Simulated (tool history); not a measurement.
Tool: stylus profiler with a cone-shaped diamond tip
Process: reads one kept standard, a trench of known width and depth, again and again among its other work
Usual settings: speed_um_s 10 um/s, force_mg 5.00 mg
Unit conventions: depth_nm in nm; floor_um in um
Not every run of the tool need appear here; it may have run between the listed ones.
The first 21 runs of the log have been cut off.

{"run": 22, "hour": 462.1, "speed_um_s": 21, "force_mg": 3.33, "depth_nm": 508.61, "floor_um": 45.56}
{"run": 23, "hour": 475.4, "speed_um_s": 21, "force_mg": 3.33, "depth_nm": 508.74, "floor_um": 45.53}
{"run": 24, "hour": 507.8, "speed_um_s": 10, "force_mg": 2.11, "depth_nm": 506.38, "floor_um": 45.51}
{"run": 25, "hour": 525.8, "speed_um_s": 3, "force_mg": 4.73, "depth_nm": 511.06, "floor_um": 45.59}
{"run": 26, "hour": 551.0, "speed_um_s": 5, "force_mg": 2.34, "depth_nm": 506.78, "floor_um": 45.62}
{"run": 27, "hour": 568.7, "speed_um_s": 5, "force_mg": 2.34, "depth_nm": 507.17, "floor_um": 45.59}
{"run": 28, "hour": 590.5, "speed_um_s": 3, "force_mg": 4.98, "depth_nm": 511.39, "floor_um": 45.65}
{"run": 29, "hour": 608.2, "speed_um_s": 10, "force_mg": 7.21, "depth_nm": 514.69, "floor_um": 45.6}
{"run": 30, "hour": 638.4, "speed_um_s": 3, "force_mg": 4.72, "depth_nm": 511.11, "floor_um": 45.61}
{"run": 31, "hour": 667.3, "speed_um_s": 15, "force_mg": 5.0, "depth_nm": 511.59, "floor_um": 45.6}
{"run": 32, "hour": 690.5, "speed_um_s": 15, "force_mg": 5.0, "depth_nm": 511.47, "floor_um": 45.55}
{"run": 33, "hour": 715.5, "speed_um_s": 15, "force_mg": 5.0, "depth_nm": 511.61, "floor_um": 45.55}

Predict each of these 3 candidate next runs independently; none follows another, all start after run 33:
{"run": "A", "hour": 729.2, "speed_um_s": 2, "force_mg": 8.1, "depth_nm": "?", "floor_um": "?"}
{"run": "B", "hour": 729.2, "speed_um_s": 11, "force_mg": 3.86, "depth_nm": "?", "floor_um": "?"}
{"run": "C", "hour": 729.2, "speed_um_s": 10, "force_mg": 3.06, "depth_nm": "?", "floor_um": "?"}

run=A depth_nm=515.94 floor_um=45.59
run=B depth_nm=509.67 floor_um=45.61
run=C depth_nm=508.11 floor_um=45.56
Take away the tool's hidden state, keep each run's random variation, and the runs would have read:
run=A depth_nm=515.93 floor_um=45.59
run=B depth_nm=509.66 floor_um=45.61
run=C depth_nm=508.10 floor_um=45.56
